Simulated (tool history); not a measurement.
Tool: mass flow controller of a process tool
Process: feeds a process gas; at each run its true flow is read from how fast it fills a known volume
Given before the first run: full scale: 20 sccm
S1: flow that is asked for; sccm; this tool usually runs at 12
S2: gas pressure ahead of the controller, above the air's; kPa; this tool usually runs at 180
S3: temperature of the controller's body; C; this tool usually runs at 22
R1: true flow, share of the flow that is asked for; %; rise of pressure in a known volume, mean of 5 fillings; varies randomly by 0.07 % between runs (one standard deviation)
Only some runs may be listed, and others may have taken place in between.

run	hour	S1	S2	S3	R1
1	0	12	180	22	101.41
2	383.2	12	180	22	101.35
3	637.4	12	204	22	101.56
4	895.4	12	204	22	101.58
5	1079	12	204	22	101.62
6	1253.6	12	180	34	102.29
7	1591.1	11	180	22	101.76
8	1875.9	11	180	22	101.79
9	2255.7	12	180	22	102.07
# hour 2505.6: controller exchanged for a calibrated one
10	2515	12	180	22	99.35
11	2709.3	12	228	22	99.25
12	2960.3	12	228	22	99.49
13	3241.4	12	228	22	99.77
14	3425.9	12	228	22	99.63
15	3720.1	3	274	22	99.73
16	3956.4	3	179	33	100.41
# hour 3993.5: controller's zero set anew
17	4174.9	3	179	33	100.91
18	4446.9	12	151	36	100.59
19	4650.2	16	153	27	100.37
# hour 4810.4: controller's zero set anew, once more
20	4825.6	16	153	27	100.15
21	5008.8	18	141	20	100.04
22	5231.9	18	141	20	100.02
23	5407.3	10	246	30	100.2
24	5748	10	246	30	100.35

Difference, measured minus no-hidden-state, one row per run. Run-to-run variation is common to both terms; the gauge's own scatter need not be:
Hidden state present: flow at rest that the sensor doesn't see, % of full scale; true flow over the shown one, %; drift of the gauge itself on true_pct, %.
run	R1
1	+2.05
2	+2.16
3	+2.22
4	+2.29
5	+2.35
6	+2.39
7	+2.51
8	+2.6
9	+2.67
10	+0
11	+0.06
12	+0.13
13	+0.21
14	+0.26
15	+0.91
16	+1.07
17	+1.59
18	+0.65
19	+0.6
20	+0.34
21	+0.39
22	+0.44
23	+0.53
24	+0.65
